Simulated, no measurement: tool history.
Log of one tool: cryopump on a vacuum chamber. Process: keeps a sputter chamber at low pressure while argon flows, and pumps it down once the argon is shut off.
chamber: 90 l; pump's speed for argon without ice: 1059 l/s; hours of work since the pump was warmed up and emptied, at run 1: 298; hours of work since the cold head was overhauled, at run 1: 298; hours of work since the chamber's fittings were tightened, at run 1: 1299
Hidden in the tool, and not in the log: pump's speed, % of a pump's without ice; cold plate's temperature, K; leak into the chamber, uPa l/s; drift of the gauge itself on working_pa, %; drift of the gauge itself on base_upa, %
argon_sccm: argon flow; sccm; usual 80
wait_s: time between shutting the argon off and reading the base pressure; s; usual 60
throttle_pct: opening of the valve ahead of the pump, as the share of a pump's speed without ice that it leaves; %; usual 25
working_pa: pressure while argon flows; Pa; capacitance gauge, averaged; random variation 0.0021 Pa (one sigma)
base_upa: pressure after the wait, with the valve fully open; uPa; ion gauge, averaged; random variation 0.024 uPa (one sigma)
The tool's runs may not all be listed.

run   hour  argon_sccm  wait_s  throttle_pct  hours of work since the pump was warmed up and emptied  hours of work since the cold head was overhauled  hours of work since the chamber's fittings were tightened  working_pa  base_upa
  1      0          80      60            25                                                     298                                               298                                                       1299      0.5197       1.6
  2   14.7          80     138            25                                                     310                                               310                                                       1311      0.5241      1.26
  3   28.2          80     138            29                                                     322                                               322                                                       1323      0.4523      1.26
  4   41.3          80     138            29                                                     333                                               333                                                       1334      0.4522      1.31
  5   48.9          80     141            25                                                     339                                               339                                                       1340      0.5229      1.27
  6   63.2          80     141            25                                                     351                                               351                                                       1352      0.5209      1.33
  7   77.8          80     141            25                                                     364                                               364                                                       1365      0.5235      1.34
  8     89          80     141            25                                                     373                                               373                                                       1374      0.5291      1.32
  9   99.9          80     141            25                                                     382                                               382                                                       1383      0.5267      1.37
 10  114.3          33      60            25                                                     394                                               394                                                       1395      0.2163      1.65
 11  124.9          33      60            25                                                     403                                               403                                                       1404      0.2157      1.74
 12    140          33      60            25                                                     416                                               416                                                       1417      0.2141      1.71
 13  153.9          33      60            25                                                     428                                               428                                                       1429      0.2163      1.67
 14  168.4          33      60            25                                                     440                                               440                                                       1441      0.2183      1.68
 15  180.6          33      60            25                                                     450                                               450                                                       1451      0.2155      1.69
 16  188.7          33      60            25                                                     457                                               457                                                       1458      0.2164      1.74
 17  196.9          33      60            25                                                     464                                               464                                                       1465      0.2177      1.74
 18    211          37      94            16                                                     476                                               476                                                       1477      0.3757      1.53
 19  223.2          37      94            16                                                     486                                               486                                                       1487       0.378       1.6
 20  231.5          37      94            16                                                     493                                               493                                                       1494      0.3754      1.56
 21  244.9          37     143            16                                                     504                                               504                                                       1505      0.3787      1.39
 22  258.4          33      22            33                                                     515                                               515                                                       1516      0.1676      2.71
 23  275.1          32     147            33                                                     529                                               529                                                       1530      0.1625      1.48
 24  284.5         105     202            25                                                     537                                               537                                                       1538       0.702      1.45
 25  299.8          67      36            25                                                     550                                               550                                                       1551      0.4428      2.24
 26  314.5          80      60            17                                                     563                                               563                                                       1564      0.7734      1.85
 27  326.1          97      60            32                                                     572                                               572                                                       1573      0.5116       1.8
 28  333.2          97      60            32                                                     578                                               578                                                       1579      0.5102       1.8
 29  346.5          97      60            32                                                     589                                               589                                                       1590      0.5097      1.91
 30  354.3          97      60            32                                                     596                                               596                                                       1597      0.5105      1.89
 31  367.4          36      60            25                                                     607                                               607                                                       1608      0.2406      1.85
 32  383.5          58     187            27                                                     621                                               621                                                       1622      0.3597      1.56
 33  391.6          58     187            27                                                     627                                               627                                                       1628      0.3594      1.51

Forecast each of these 4 alternatives for the next run:
  A  400.2          58     279            17                                                     635                                               635                                                       1636           ?         ?
  B  400.2          80      39            15                                                     635                                               635                                                       1636           ?         ?
  C  400.2          80      60            19                                                     635                                               635                                                       1636           ?         ?
  D  400.2          58     187            19                                                     635                                               635                                                       1636           ?         ?

run  working_pa  base_upa
  A      0.5626      1.41
  B       0.877      2.24
  C      0.6976      1.86
  D      0.5061      1.53
Without the tool's hidden state the same runs would have given:
run  working_pa  base_upa
  A      0.5447      0.38
  B      0.8523      1.17
  C      0.6729      0.81
  D      0.4882      0.48
